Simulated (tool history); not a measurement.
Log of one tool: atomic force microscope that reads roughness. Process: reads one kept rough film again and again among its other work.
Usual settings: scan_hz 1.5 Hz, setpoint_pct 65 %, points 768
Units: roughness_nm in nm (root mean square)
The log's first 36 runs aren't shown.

run	hour	scan_hz	setpoint_pct	points	roughness_nm
37	560.4	3.48	76	594	0.821
38	579.8	2.03	62	407	0.847
39	593.5	1.5	65	593	0.856
# hour 600.1: new tip fitted
40	611	1.5	83	673	0.941
41	621.7	0.89	65	768	0.964
42	633.4	1.54	63	558	0.963
43	643.3	1.54	63	558	0.951
44	663.4	0.54	88	768	0.916
45	673.7	0.54	77	310	0.899
46	692.6	1.11	77	496	0.878
47	711.8	0.93	90	494	0.847
48	733.8	2.21	72	690	0.84
49	745	2.21	72	690	0.825
# hour 751.1: new tip fitted
50	759	0.62	80	768	0.976
51	778.1	1.5	56	508	0.958
52	799.2	1.5	78	665	0.905
53	808.4	0.71	67	665	0.926

4 ways to go on from here, each from the tool as it stands after run 53. What would each give?
A	822.3	3.78	62	386	?
B	822.3	0.51	67	665	?
C	822.3	2.34	67	438	?
D	822.3	1.1	57	626	?

run	roughness_nm
A	0.88
B	0.927
C	0.899
D	0.922
Without the tool's hidden state the same runs would have given:
run	roughness_nm
A	0.942
B	0.992
C	0.961
D	0.987
